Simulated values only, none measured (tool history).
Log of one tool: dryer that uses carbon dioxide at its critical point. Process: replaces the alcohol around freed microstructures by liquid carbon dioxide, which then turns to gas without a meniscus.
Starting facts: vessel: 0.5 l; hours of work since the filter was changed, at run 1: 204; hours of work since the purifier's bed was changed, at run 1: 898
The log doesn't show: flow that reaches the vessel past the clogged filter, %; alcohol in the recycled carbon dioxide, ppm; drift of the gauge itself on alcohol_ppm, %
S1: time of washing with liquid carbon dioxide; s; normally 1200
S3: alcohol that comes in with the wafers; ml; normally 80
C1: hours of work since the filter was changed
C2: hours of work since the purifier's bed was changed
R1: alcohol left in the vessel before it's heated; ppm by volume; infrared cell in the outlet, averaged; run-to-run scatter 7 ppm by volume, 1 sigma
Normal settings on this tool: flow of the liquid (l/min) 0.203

run 1 hour=0.0 | S1=1200 flow_of_the_liquid_(l/min)=0.203 S3=80 | C1=204 C2=898 | R1=678
run 2 hour=40.4 | S1=1200 flow_of_the_liquid_(l/min)=0.141 S3=80 | C1=226 C2=920 | R1=3876
-- hour=86.2 purifier's bed changed
run 3 hour=96.5 | S1=1200 flow_of_the_liquid_(l/min)=0.141 S3=80 | C1=255 C2=6 | R1=3961
run 4 hour=145.8 | S1=1200 flow_of_the_liquid_(l/min)=0.141 S3=80 | C1=281 C2=32 | R1=4215
run 5 hour=179.3 | S1=1200 flow_of_the_liquid_(l/min)=0.203 S3=80 | C1=300 C2=51 | R1=757
-- hour=195.5 inlet filter changed
run 6 hour=222.3 | S1=1200 flow_of_the_liquid_(l/min)=0.203 S3=80 | C1=15 C2=74 | R1=340
run 7 hour=285.3 | S1=1200 flow_of_the_liquid_(l/min)=0.154 S3=80 | C1=49 C2=108 | R1=1745
run 8 hour=315.3 | S1=1200 flow_of_the_liquid_(l/min)=0.203 S3=80 | C1=65 C2=124 | R1=420
run 9 hour=383.7 | S1=1440 flow_of_the_liquid_(l/min)=0.203 S3=80 | C1=102 C2=161 | R1=149
run 10 hour=430.6 | S1=1440 flow_of_the_liquid_(l/min)=0.203 S3=80 | C1=128 C2=187 | R1=174
run 11 hour=458.8 | S1=1440 flow_of_the_liquid_(l/min)=0.203 S3=80 | C1=143 C2=202 | R1=186
run 12 hour=497.3 | S1=1440 flow_of_the_liquid_(l/min)=0.203 S3=80 | C1=164 C2=223 | R1=198
run 13 hour=554.9 | S1=1440 flow_of_the_liquid_(l/min)=0.203 S3=80 | C1=196 C2=255 | R1=206
run 14 hour=611.6 | S1=1200 flow_of_the_liquid_(l/min)=0.203 S3=80 | C1=227 C2=286 | R1=607
run 15 hour=641.9 | S1=1200 flow_of_the_liquid_(l/min)=0.203 S3=80 | C1=243 C2=302 | R1=667
run 16 hour=703.2 | S1=1200 flow_of_the_liquid_(l/min)=0.203 S3=80 | C1=276 C2=335 | R1=718
-- hour=759.4 inlet filter changed
run 17 hour=760.7 | S1=1200 flow_of_the_liquid_(l/min)=0.203 S3=80 | C1=1 C2=366 | R1=369
run 18 hour=825.4 | S1=1200 flow_of_the_liquid_(l/min)=0.203 S3=80 | C1=36 C2=401 | R1=411
run 19 hour=854.7 | S1=1200 flow_of_the_liquid_(l/min)=0.203 S3=80 | C1=52 C2=417 | R1=423
run 20 hour=908.6 | S1=1200 flow_of_the_liquid_(l/min)=0.203 S3=80 | C1=81 C2=447 | R1=443
run 21 hour=956.0 | S1=1200 flow_of_the_liquid_(l/min)=0.203 S3=80 | C1=107 C2=473 | R1=491
run 22 hour=1023.6 | S1=1200 flow_of_the_liquid_(l/min)=0.186 S3=80 | C1=144 C2=509 | R1=875
run 23 hour=1069.3 | S1=1200 flow_of_the_liquid_(l/min)=0.203 S3=74 | C1=169 C2=534 | R1=539
run 24 hour=1100.1 | S1=1200 flow_of_the_liquid_(l/min)=0.203 S3=26 | C1=186 C2=551 | R1=226
run 25 hour=1140.8 | S1=1200 flow_of_the_liquid_(l/min)=0.140 S3=80 | C1=208 C2=573 | R1=3674
run 26 hour=1196.6 | S1=1260 flow_of_the_liquid_(l/min)=0.305 S3=23 | C1=238 C2=604 | R1=70
run 27 hour=1238.4 | S1=1620 flow_of_the_liquid_(l/min)=0.203 S3=23 | C1=261 C2=626 | R1=106
run 28 hour=1274.1 | S1=1200 flow_of_the_liquid_(l/min)=0.127 S3=115 | C1=280 C2=646 | R1=8989
-- hour=1324.5 inlet filter changed
run 29 hour=1331.4 | S1=840 flow_of_the_liquid_(l/min)=0.203 S3=80 | C1=4 C2=676 | R1=2186
run 30 hour=1393.8 | S1=840 flow_of_the_liquid_(l/min)=0.135 S3=33 | C1=38 C2=710 | R1=4364
run 31 hour=1439.3 | S1=1380 flow_of_the_liquid_(l/min)=0.203 S3=36 | C1=62 C2=735 | R1=146
run 32 hour=1470.3 | S1=1200 flow_of_the_liquid_(l/min)=0.293 S3=61 | C1=79 C2=752 | R1=96
run 33 hour=1507.4 | S1=780 flow_of_the_liquid_(l/min)=0.166 S3=61 | C1=100 C2=772 | R1=5659
run 34 hour=1555.4 | S1=1020 flow_of_the_liquid_(l/min)=0.310 S3=40 | C1=126 C2=798 | R1=122
run 35 hour=1607.2 | S1=1200 flow_of_the_liquid_(l/min)=0.239 S3=49 | C1=154 C2=827 | R1=194
run 36 hour=1672.2 | S1=1200 flow_of_the_liquid_(l/min)=0.239 S3=49 | C1=189 C2=862 | R1=190
run 37 hour=1712.2 | S1=1200 flow_of_the_liquid_(l/min)=0.203 S3=56 | C1=211 C2=884 | R1=509
run 38 hour=1777.5 | S1=1200 flow_of_the_liquid_(l/min)=0.203 S3=42 | C1=247 C2=919 | R1=453
-- hour=1824.9 purifier's bed changed
run 39 hour=1844.6 | S1=780 flow_of_the_liquid_(l/min)=0.203 S3=80 | C1=282 C2=11 | R1=4824
-- hour=1892.6 inlet filter changed
run 40 hour=1908.3 | S1=1380 flow_of_the_liquid_(l/min)=0.224 S3=80 | C1=9 C2=45 | R1=72
run 41 hour=1967.3 | S1=1020 flow_of_the_liquid_(l/min)=0.286 S3=80 | C1=41 C2=77 | R1=94
run 42 hour=2005.0 | S1=900 flow_of_the_liquid_(l/min)=0.203 S3=73 | C1=61 C2=98 | R1=1609
run 43 hour=2062.8 | S1=1320 flow_of_the_liquid_(l/min)=0.154 S3=80 | C1=93 C2=129 | R1=1243
run 44 hour=2127.6 | S1=1320 flow_of_the_liquid_(l/min)=0.154 S3=80 | C1=128 C2=164 | R1=1307
run 45 hour=2181.6 | S1=1320 flow_of_the_liquid_(l/min)=0.154 S3=80 | C1=157 C2=194 | R1=1443
run 46 hour=2238.4 | S1=1320 flow_of_the_liquid_(l/min)=0.154 S3=80 | C1=188 C2=225 | R1=1536
run 47 hour=2294.2 | S1=840 flow_of_the_liquid_(l/min)=0.161 S3=93 | C1=219 C2=255 | R1=8762

Selected run-to-run steps in R1, each split into two signed amounts: the part the tool would show with no hidden state at all (from settings, incoming material and random variation), and the remainder, which goes to the hidden state together with any gauge scatter not common to the measured and the hidden-state-free results:
Run 27 -> 28: S1 1620 -> 1200, flow of the liquid (l/min) 0.203 -> 0.127, S3 23 -> 115. R1 +8883 ppm by volume: hidden state +3329, all else +5554.
Run 28 -> 29: S1 1200 -> 840, flow of the liquid (l/min) 0.127 -> 0.203, S3 115 -> 80, inlet filter changed. R1 -6803 ppm by volume: hidden state -3280, all else -3523.
Run 39 -> 40: S1 780 -> 1380, flow of the liquid (l/min) 0.203 -> 0.224, inlet filter changed. R1 -4752 ppm by volume: hidden state -1970, all else -2782.
Run 46 -> 47: S1 1320 -> 840, flow of the liquid (l/min) 0.154 -> 0.161, S3 80 -> 93. R1 +7226 ppm by volume: hidden state +1913, all else +5313.
